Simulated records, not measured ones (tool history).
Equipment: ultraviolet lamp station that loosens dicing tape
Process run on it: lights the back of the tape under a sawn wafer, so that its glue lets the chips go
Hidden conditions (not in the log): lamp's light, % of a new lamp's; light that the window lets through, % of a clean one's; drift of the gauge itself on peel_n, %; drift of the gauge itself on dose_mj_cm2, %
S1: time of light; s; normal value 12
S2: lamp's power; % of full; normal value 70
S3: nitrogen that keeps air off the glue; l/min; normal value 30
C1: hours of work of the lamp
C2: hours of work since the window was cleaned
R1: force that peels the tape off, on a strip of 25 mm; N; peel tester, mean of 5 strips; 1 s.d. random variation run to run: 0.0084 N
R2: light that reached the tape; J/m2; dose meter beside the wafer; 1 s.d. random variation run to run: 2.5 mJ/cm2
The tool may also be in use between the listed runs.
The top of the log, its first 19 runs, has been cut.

Run 20, hour 470.3: usual settings but S2 76 % of full; C1 1392; C2 50. Result: R1 0.305 N, R2 3400 J/m2.
Run 21, hour 490.1: usual settings but S2 76 % of full; C1 1406; C2 64. Result: R1 0.287 N, R2 3370 J/m2.
Run 22, hour 511.5: usual settings but S2 76 % of full; C1 1421; C2 79. Result: R1 0.302 N, R2 3420 J/m2.
Run 23, hour 545.7: usual settings but S2 76 % of full; C1 1445; C2 103. Result: R1 0.278 N, R2 3430 J/m2.
Run 24, hour 566.0: usual settings but S2 76 % of full; C1 1459; C2 117. Result: R1 0.298 N, R2 3370 J/m2.
Run 25, hour 601.8: usual settings but S1 9 s, S2 77 % of full; C1 1485; C2 142. Result: R1 0.483 N, R2 2560 J/m2.
Run 26, hour 641.0: usual settings but S1 9 s, S2 86 % of full; C1 1512; C2 170. Result: R1 0.402 N, R2 2870 J/m2.
Run 27, hour 663.5: usual settings but S1 21 s, S2 93 % of full, S3 43 l/min; C1 1528; C2 186. Result: R1 0.113 N, R2 7250 J/m2.
Run 28, hour 698.8: usual settings but S1 21 s, S2 93 % of full, S3 12 l/min; C1 1552; C2 210. Result: R1 0.155 N, R2 7290 J/m2.
Run 29, hour 735.4: usual settings but S1 21 s, S2 64 % of full, S3 38 l/min; C1 1578; C2 236. Result: R1 0.141 N, R2 5050 J/m2.
Run 30, hour 772.9: usual settings but S1 21 s, S2 64 % of full, S3 38 l/min; C1 1604; C2 262. Result: R1 0.153 N, R2 4940 J/m2.
Run 31, hour 811.1: usual settings but S1 21 s, S2 64 % of full, S3 38 l/min; C1 1631; C2 289. Result: R1 0.146 N, R2 5040 J/m2.
Run 32, hour 848.5: usual settings but S1 13 s; C1 1657; C2 315. Result: R1 0.316 N, R2 3400 J/m2.
Run 33, hour 885.3: usual settings but S1 7 s, S3 17 l/min; C1 1683; C2 341. Result: R1 1.077 N, R2 1820 J/m2.
Run 34, hour 911.2: usual settings but S1 7 s, S3 17 l/min; C1 1701; C2 359. Result: R1 1.073 N, R2 1820 J/m2.
Run 35, hour 931.9: usual settings but S1 8 s, S2 80 % of full, S3 18 l/min; C1 1716; C2 374. Result: R1 0.737 N, R2 2360 J/m2.

Predict each of these 4 candidate next runs independently; none follows another, all start after run 35:
At hour 967.4: lamp changed.
Run A, hour 967.4: usual settings but S1 19 s, S2 76 % of full, S3 13 l/min; C1 0; C2 398. Result: R1 ?, R2 ?.
At hour 967.4: lamp changed.
Run B, hour 967.4: usual settings but S1 22 s, S2 80 % of full, S3 13 l/min; C1 0; C2 398. Result: R1 ?, R2 ?.
At hour 967.4: lamp changed.
Run C, hour 967.4: usual settings but S2 75 % of full, S3 20 l/min; C1 0; C2 398. Result: R1 ?, R2 ?.
At hour 967.4: lamp changed.
Run D, hour 967.4: usual settings but S1 11 s, S2 61 % of full, S3 23 l/min; C1 0; C2 398. Result: R1 ?, R2 ?.

run     R1    R2
  A  0.224  5410
  B  0.172  6510
  C  0.385  3350
  D  0.582  2510
Stripped of hidden state, with their random variation kept, the same runs would have yielded:
run     R1    R2
  A  0.224  5420
  B  0.172  6520
  C  0.385  3360
  D  0.581  2510
